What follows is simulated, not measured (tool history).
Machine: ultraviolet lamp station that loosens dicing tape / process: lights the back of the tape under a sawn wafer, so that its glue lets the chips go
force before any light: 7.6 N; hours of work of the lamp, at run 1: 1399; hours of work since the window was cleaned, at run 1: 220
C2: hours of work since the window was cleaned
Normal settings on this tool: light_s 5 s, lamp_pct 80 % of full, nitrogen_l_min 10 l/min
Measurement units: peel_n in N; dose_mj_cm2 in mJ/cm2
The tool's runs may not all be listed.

Run 1, day 0.000: usual settings; hours of work of the lamp 1399; C2 220. Result: peel_n 1.588 N, dose_mj_cm2 181 mJ/cm2.
Run 2, day 3.204: usual settings but lamp_pct 100 % of full; hours of work of the lamp 1436; C2 256. Result: peel_n 1.105 N, dose_mj_cm2 216 mJ/cm2.
Run 3, day 6.392: usual settings but lamp_pct 86 % of full; hours of work of the lamp 1471; C2 292. Result: peel_n 1.534 N, dose_mj_cm2 182 mJ/cm2.
Run 4, day 8.992: usual settings but lamp_pct 86 % of full; hours of work of the lamp 1501; C2 321. Result: peel_n 1.588 N, dose_mj_cm2 175 mJ/cm2.
Run 5, day 12.329: usual settings but light_s 3 s; hours of work of the lamp 1538; C2 359. Result: peel_n 3.060 N, dose_mj_cm2 95 mJ/cm2.
Run 6, day 14.862: usual settings but light_s 3 s; hours of work of the lamp 1567; C2 387. Result: peel_n 3.254 N, dose_mj_cm2 95 mJ/cm2.
Run 7, day 18.467: usual settings but light_s 3 s; hours of work of the lamp 1607; C2 428. Result: peel_n 3.300 N, dose_mj_cm2 96 mJ/cm2.
Run 8, day 20.492: usual settings; hours of work of the lamp 1630; C2 451. Result: peel_n 1.942 N, dose_mj_cm2 150 mJ/cm2.
Run 9, day 23.133: usual settings but nitrogen_l_min 8 l/min; hours of work of the lamp 1660; C2 480. Result: peel_n 2.203 N, dose_mj_cm2 149 mJ/cm2.
At day 23.362: window cleaned of glue's vapour.
Run 10, day 26.396: usual settings but nitrogen_l_min 8 l/min; hours of work of the lamp 1696; C2 34. Result: peel_n 1.969 N, dose_mj_cm2 166 mJ/cm2.
Run 11, day 27.933: usual settings; hours of work of the lamp 1714; C2 51. Result: peel_n 1.766 N, dose_mj_cm2 163 mJ/cm2.
Run 12, day 29.767: usual settings but nitrogen_l_min 3 l/min; hours of work of the lamp 1734; C2 72. Result: peel_n 2.982 N, dose_mj_cm2 157 mJ/cm2.
Run 13, day 32.421: usual settings but nitrogen_l_min 19 l/min; hours of work of the lamp 1764; C2 102. Result: peel_n 1.347 N, dose_mj_cm2 158 mJ/cm2.
Run 14, day 34.225: usual settings but nitrogen_l_min 19 l/min; hours of work of the lamp 1785; C2 122. Result: peel_n 1.415 N, dose_mj_cm2 152 mJ/cm2.
Run 15, day 36.058: usual settings but nitrogen_l_min 19 l/min; hours of work of the lamp 1805; C2 143. Result: peel_n 1.440 N, dose_mj_cm2 154 mJ/cm2.
Run 16, day 38.246: usual settings but light_s 6 s, lamp_pct 98 % of full, nitrogen_l_min 19 l/min; hours of work of the lamp 1830; C2 168. Result: peel_n 0.767 N, dose_mj_cm2 224 mJ/cm2.
At day 39.150: lamp changed.
Run 17, day 41.829: usual settings but lamp_pct 71 % of full, nitrogen_l_min 18 l/min; hours of work of the lamp 30; C2 208. Result: peel_n 0.663 N, dose_mj_cm2 235 mJ/cm2.
Run 18, day 44.283: usual settings but light_s 2 s, lamp_pct 67 % of full; hours of work of the lamp 58; C2 235. Result: peel_n 3.471 N, dose_mj_cm2 88 mJ/cm2.
Run 19, day 46.304: usual settings but light_s 2 s, lamp_pct 67 % of full; hours of work of the lamp 81; C2 258. Result: peel_n 3.398 N, dose_mj_cm2 90 mJ/cm2.
Run 20, day 48.908: usual settings but light_s 2 s, lamp_pct 88 % of full, nitrogen_l_min 17 l/min; hours of work of the lamp 110; C2 287. Result: peel_n 2.206 N, dose_mj_cm2 113 mJ/cm2.
Run 21, day 52.271: usual settings but light_s 2 s, lamp_pct 88 % of full, nitrogen_l_min 17 l/min; hours of work of the lamp 148; C2 325. Result: peel_n 2.366 N, dose_mj_cm2 113 mJ/cm2.
Run 22, day 53.900: usual settings but light_s 9 s, lamp_pct 85 % of full, nitrogen_l_min 3 l/min; hours of work of the lamp 166; C2 343. Result: peel_n 0.587 N, dose_mj_cm2 478 mJ/cm2.
Run 23, day 55.642: usual settings but light_s 9 s, lamp_pct 85 % of full, nitrogen_l_min 3 l/min; hours of work of the lamp 186; C2 363. Result: peel_n 0.605 N, dose_mj_cm2 478 mJ/cm2.
Run 24, day 58.521: usual settings but light_s 9 s, lamp_pct 85 % of full, nitrogen_l_min 3 l/min; hours of work of the lamp 218; C2 395. Result: peel_n 0.608 N, dose_mj_cm2 466 mJ/cm2.

Alternative continuations, all from the tool just after run 24; predict every row:
Run A, day 61.954: usual settings but light_s 3 s, lamp_pct 85 % of full, nitrogen_l_min 14 l/min; hours of work of the lamp 257; C2 434. Result: peel_n ?, dose_mj_cm2 ?.
Run B, day 61.954: usual settings but light_s 4 s, lamp_pct 95 % of full, nitrogen_l_min 11 l/min; hours of work of the lamp 257; C2 434. Result: peel_n ?, dose_mj_cm2 ?.
Run C, day 61.954: usual settings but lamp_pct 85 % of full, nitrogen_l_min 7 l/min; hours of work of the lamp 257; C2 434. Result: peel_n ?, dose_mj_cm2 ?.

run  peel_n  dose_mj_cm2
  A   1.632          155
  B   0.988          229
  C   1.088          256
Without the tool's unlogged condition, the same runs would have read:
run  peel_n  dose_mj_cm2
  A   1.155          193
  B   0.643          284
  C   0.723          318
